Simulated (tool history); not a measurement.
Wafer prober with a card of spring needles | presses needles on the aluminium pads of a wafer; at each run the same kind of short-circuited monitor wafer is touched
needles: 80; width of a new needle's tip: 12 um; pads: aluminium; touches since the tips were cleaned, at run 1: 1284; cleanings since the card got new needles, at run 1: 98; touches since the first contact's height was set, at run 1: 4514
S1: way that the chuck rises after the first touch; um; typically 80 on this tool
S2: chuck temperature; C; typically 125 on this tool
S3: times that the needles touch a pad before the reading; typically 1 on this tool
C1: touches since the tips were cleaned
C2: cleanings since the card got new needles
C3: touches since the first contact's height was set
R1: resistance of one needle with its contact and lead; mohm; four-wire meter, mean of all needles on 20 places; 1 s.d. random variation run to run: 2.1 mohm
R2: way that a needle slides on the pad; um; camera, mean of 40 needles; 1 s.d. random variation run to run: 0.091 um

run 1 hour=0 | S1=80 S2=125 S3=1 | C1=1284 C2=98 C3=4514 | R1=231 R2=15.35
-- hour=14.9 tips cleaned on abrasive film
run 2 hour=26.7 | S1=80 S2=125 S3=1 | C1=4575 C2=99 C3=14813 | R1=231 R2=15.23
-- hour=32.7 tips cleaned on abrasive film
-- hour=49.8 tips cleaned on abrasive film
-- hour=69.5 tips cleaned on abrasive film
run 3 hour=70.2 | S1=80 S2=125 S3=1 | C1=265 C2=102 C3=31515 | R1=229 R2=15.2
-- hour=89.4 tips cleaned on abrasive film
-- hour=109.2 tips cleaned on abrasive film
run 4 hour=113.1 | S1=80 S2=125 S3=1 | C1=1503 C2=104 C3=48030 | R1=229 R2=15.03
-- hour=130.1 tips cleaned on abrasive film
-- hour=149.6 tips cleaned on abrasive film
run 5 hour=149.6 | S1=80 S2=125 S3=1 | C1=0 C2=106 C3=62060 | R1=232 R2=15.26
-- hour=166.4 tips cleaned on abrasive film
-- hour=185.4 tips cleaned on abrasive film
run 6 hour=192.1 | S1=80 S2=28 S3=1 | C1=2587 C2=108 C3=78421 | R1=211 R2=15.28
-- hour=202.6 tips cleaned on abrasive film
-- hour=221.1 tips cleaned on abrasive film
-- hour=237.9 tips cleaned on abrasive film
run 7 hour=237.9 | S1=80 S2=28 S3=1 | C1=0 C2=111 C3=96018 | R1=205 R2=15.24
-- hour=256.9 tips cleaned on abrasive film
-- hour=276.3 tips cleaned on abrasive film
run 8 hour=281.7 | S1=80 S2=28 S3=1 | C1=2088 C2=113 C3=112880 | R1=209 R2=15.36
-- hour=294.6 tips cleaned on abrasive film
run 9 hour=311.1 | S1=80 S2=28 S3=1 | C1=6372 C2=114 C3=124203 | R1=207 R2=15.31
-- hour=315.4 tips cleaned on abrasive film
-- hour=334.9 tips cleaned on abrasive film
run 10 hour=351.4 | S1=80 S2=28 S3=1 | C1=6399 C2=116 C3=139720 | R1=210 R2=15.54
-- hour=353.8 tips cleaned on abrasive film
-- hour=372.9 tips cleaned on abrasive film
-- hour=392.7 tips cleaned on abrasive film
run 11 hour=393.5 | S1=80 S2=28 S3=1 | C1=298 C2=119 C3=155884 | R1=211 R2=15.36
-- hour=413.5 tips cleaned on abrasive film
-- hour=430.9 tips cleaned on abrasive film
run 12 hour=437.4 | S1=80 S2=125 S3=1 | C1=2544 C2=121 C3=172793 | R1=232 R2=15.3
-- hour=449.5 tips cleaned on abrasive film
run 13 hour=462.8 | S1=80 S2=125 S3=1 | C1=5138 C2=122 C3=182549 | R1=232 R2=15.4
-- hour=466.8 tips cleaned on abrasive film
-- hour=485.1 tips cleaned on abrasive film
-- hour=502.1 tips cleaned on abrasive film
run 14 hour=502.1 | S1=80 S2=125 S3=1 | C1=0 C2=125 C3=197637 | R1=230 R2=15.37
-- hour=522.4 tips cleaned on abrasive film
run 15 hour=530.8 | S1=96 S2=125 S3=2 | C1=3253 C2=126 C3=208703 | R1=233 R2=18.54
-- hour=542.2 tips cleaned on abrasive film
-- hour=559.1 tips cleaned on abrasive film
-- hour=576.4 tips cleaned on abrasive film
run 16 hour=576.4 | S1=72 S2=77 S3=1 | C1=0 C2=129 C3=226243 | R1=221 R2=14
-- hour=594.3 tips cleaned on abrasive film
-- hour=614.1 tips cleaned on abrasive film
run 17 hour=621.6 | S1=80 S2=29 S3=1 | C1=2898 C2=131 C3=243637 | R1=208 R2=15.24
-- hour=627.2 height of the first contact set anew
-- hour=634.1 tips cleaned on abrasive film
-- hour=651.4 tips cleaned on abrasive film
run 18 hour=658.4 | S1=67 S2=125 S3=3 | C1=2699 C2=133 C3=11989 | R1=231 R2=12.94
-- hour=670.2 tips cleaned on abrasive film
run 19 hour=678.6 | S1=67 S2=125 S3=3 | C1=3224 C2=134 C3=19747 | R1=234 R2=12.8
-- hour=689.4 tips cleaned on abrasive film
run 20 hour=702.3 | S1=75 S2=107 S3=3 | C1=5008 C2=135 C3=28898 | R1=230 R2=14.48
-- hour=707.2 tips cleaned on abrasive film
-- hour=725.6 tips cleaned on abrasive film
run 21 hour=725.6 | S1=75 S2=27 S3=2 | C1=0 C2=137 C3=37819 | R1=211 R2=14.55
-- hour=742.9 tips cleaned on abrasive film
-- hour=760.1 tips cleaned on abrasive film
run 22 hour=771.8 | S1=75 S2=27 S3=2 | C1=4545 C2=139 C3=55624 | R1=208 R2=14.53
-- hour=778.1 tips cleaned on abrasive film
-- hour=796.6 tips cleaned on abrasive film
run 23 hour=812.7 | S1=67 S2=40 S3=1 | C1=6225 C2=141 C3=71343 | R1=213 R2=13.03
-- hour=815.3 tips cleaned on abrasive film
-- hour=832.3 tips cleaned on abrasive film
run 24 hour=832.3 | S1=98 S2=94 S3=2 | C1=0 C2=143 C3=78836 | R1=225 R2=19
-- hour=852.3 tips cleaned on abrasive film
-- hour=872.3 tips cleaned on abrasive film
run 25 hour=878.9 | S1=81 S2=125 S3=2 | C1=2571 C2=145 C3=96800 | R1=225 R2=15.99
-- hour=891.1 tips cleaned on abrasive film
-- hour=909 tips cleaned on abrasive film
run 26 hour=910.6 | S1=90 S2=67 S3=2 | C1=599 C2=147 C3=108965 | R1=219 R2=17.39

The logged runs with the hidden state left out (each run's random variation unchanged):
The tool's hidden condition here consists of: debris on the tips, nm; way that the needles fall short of the set height, um; tips' diameter, um; drift of the gauge itself on contact_mohm, %; drift of the gauge itself on scrub_um, %.
run=1 R2=15.35
run=2 R2=15.22
run=3 R2=15.18
run=4 R2=14.99
run=5 R2=15.2
run=6 R2=15.21
run=7 R2=15.16
run=8 R2=15.26
run=9 R2=15.2
run=10 R2=15.42
run=11 R2=15.21
run=12 R2=15.14
run=13 R2=15.23
run=14 R2=15.19
run=15 R2=18.31
run=16 R2=13.82
run=17 R2=15.02
run=18 R2=12.74
run=19 R2=12.59
run=20 R2=14.24
run=21 R2=14.29
run=22 R2=14.26
run=23 R2=12.78
run=24 R2=18.62
run=25 R2=15.66
run=26 R2=17.01
R1: within 1 mohm of the measured result in every run.
